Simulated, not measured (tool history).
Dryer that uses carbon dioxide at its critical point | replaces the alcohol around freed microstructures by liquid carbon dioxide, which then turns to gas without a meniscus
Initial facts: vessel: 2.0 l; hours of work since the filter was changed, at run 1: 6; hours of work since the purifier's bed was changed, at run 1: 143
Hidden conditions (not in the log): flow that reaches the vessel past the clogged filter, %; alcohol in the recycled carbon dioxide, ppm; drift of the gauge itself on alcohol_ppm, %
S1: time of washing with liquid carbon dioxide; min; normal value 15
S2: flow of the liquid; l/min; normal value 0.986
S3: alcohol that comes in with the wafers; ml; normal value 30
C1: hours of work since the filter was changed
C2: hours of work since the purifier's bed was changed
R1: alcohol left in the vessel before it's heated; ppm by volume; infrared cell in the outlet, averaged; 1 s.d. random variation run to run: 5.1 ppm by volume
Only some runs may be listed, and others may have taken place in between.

run,hour,S1,S2,S3,C1,C2,R1
1,0,15,0.986,30,6,143,115
2,15,15,0.986,30,13,150,115
3,27.3,15,0.986,30,19,156,111
4,35.4,15,0.986,30,23,160,122
5,52.3,15,1.022,30,31,168,102
6,67.8,15,1.022,30,39,176,120
7,79.2,15,1.022,30,44,181,112
8,87.1,15,1.022,30,48,185,118
9,95.9,19,0.986,30,52,190,80
10,112.7,19,0.986,30,60,198,73
11,120.5,19,0.986,30,64,201,61
12,133.5,15,0.986,30,70,208,146
13,146.9,15,1.66,30,77,214,49
14,156.2,15,1.66,30,81,219,51
15,173.1,15,0.986,67,90,227,260
16,183.3,15,0.986,67,94,232,278
17,199.5,15,0.656,30,102,240,569
18,207.1,15,0.656,30,106,243,587
19,220.5,15,1.052,30,113,250,134
20,238.8,15,1.57,30,121,259,72
21,256.9,15,0.986,30,130,268,159
22,269.8,15,0.986,30,136,274,173
23,281.7,15,0.986,27,142,280,158
24,297.1,22,0.986,57,150,287,90
25,306.6,21,0.986,57,154,292,105
26,322.4,18,0.65,107,162,299,1144
27,338.6,10,0.838,59,170,307,1888
28,352.3,10,0.838,59,176,314,1936
29,362.4,15,0.962,38,181,319,243
30,374.1,15,0.962,38,187,324,234
31,388.3,15,0.714,30,194,331,514
32,398.3,18,0.632,30,199,336,434
33,411.4,15,0.642,21,205,343,530
34,424.8,16,1.491,74,212,349,97
35,438.3,20,1.164,21,218,356,93
36,445.7,14,1.209,102,222,359,297
37,458.1,14,1.209,60,228,365,209
38,475.6,13,1.025,60,236,374,506
39,484.6,15,0.986,53,241,378,315
40,502.5,23,0.76,22,249,387,123
41,516.6,15,0.861,39,256,393,388
42,530,15,0.861,39,263,400,422
43,543.1,15,1.031,39,269,406,238
44,556.2,12,1.475,30,275,413,150
45,567.1,13,0.986,38,281,418,426
46,580.7,15,0.986,26,287,425,214

Each row is a separate what-if for the run after 46, all from the same tool condition, not one after another. Results?
A,590.7,15,1.248,26,292,429,?
B,590.7,17,1.198,64,292,429,?
C,590.7,20,0.986,52,292,429,?
D,590.7,15,0.601,26,292,429,?

run,R1
A,132
B,139
C,152
D,843
Stripped of hidden state, with their random variation kept, the same runs would have yielded:
run,R1
A,21
B,19
C,30
D,507

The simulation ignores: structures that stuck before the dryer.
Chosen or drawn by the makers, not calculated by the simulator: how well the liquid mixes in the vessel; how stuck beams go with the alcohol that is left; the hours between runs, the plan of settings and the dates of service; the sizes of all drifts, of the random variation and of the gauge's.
